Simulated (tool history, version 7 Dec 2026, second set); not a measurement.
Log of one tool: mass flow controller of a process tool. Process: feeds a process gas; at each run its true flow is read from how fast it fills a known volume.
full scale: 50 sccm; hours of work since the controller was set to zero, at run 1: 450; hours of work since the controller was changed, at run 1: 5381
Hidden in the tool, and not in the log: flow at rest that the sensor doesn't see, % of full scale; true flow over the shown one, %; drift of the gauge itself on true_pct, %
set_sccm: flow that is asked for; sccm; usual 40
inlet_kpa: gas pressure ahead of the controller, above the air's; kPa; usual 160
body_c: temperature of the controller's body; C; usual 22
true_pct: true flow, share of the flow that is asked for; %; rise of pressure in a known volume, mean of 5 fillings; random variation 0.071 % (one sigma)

run,hour,set_sccm,inlet_kpa,body_c,hours of work since the controller was set to zero,hours of work since the controller was changed,true_pct
1,0.0,40,160,22,450,5381,100.03
2,509.5,40,160,22,803,5734,100.01
3,761.6,40,168,22,977,5909,99.98
4,1261.1,40,160,22,1323,6255,100.07
5,1715.3,40,160,22,1638,6569,100.26
6,2266.7,40,160,34,2019,6951,100.77
7,2571.3,40,160,34,2230,7162,100.88
8,2850.0,40,160,34,2423,7355,100.91
9,3394.8,40,160,22,2801,7733,100.34
10,3970.8,16,160,22,3200,8132,100.37
# hour 4178.0: controller exchanged for a calibrated one
11,4265.6,40,160,23,61,61,100.78
12,4735.2,7,160,22,386,386,100.43
13,5019.2,40,160,22,583,583,100.79
14,5585.0,5,157,23,974,974,100.58
15,5834.4,8,157,22,1147,1147,100.52
16,6135.0,47,198,34,1355,1355,101.31
17,6630.9,7,160,37,1699,1699,101.33
18,6938.0,7,160,37,1912,1912,101.46
19,7361.8,7,160,24,2205,2205,101.00
20,7933.7,7,160,29,2601,2601,101.08
21,8308.3,40,149,22,2861,2861,101.35
22,8817.3,44,267,36,3213,3213,101.57
23,9217.4,9,267,21,3490,3490,100.90
24,9469.5,9,267,21,3665,3665,100.93
25,9903.4,10,160,31,3965,3965,101.64

Measured less the same run without the tool's hidden state. The same run-to-run variation is in both; the gauge's scatter may not be:
run,true_pct
1,-0.02
2,+0.07
3,+0.11
4,+0.19
5,+0.26
6,+0.35
7,+0.40
8,+0.45
9,+0.53
10,+0.63
11,+0.69
12,+0.76
13,+0.80
14,+0.91
15,+0.94
16,+0.99
17,+1.09
18,+1.14
19,+1.20
20,+1.30
21,+1.33
22,+1.42
23,+1.49
24,+1.54
25,+1.61
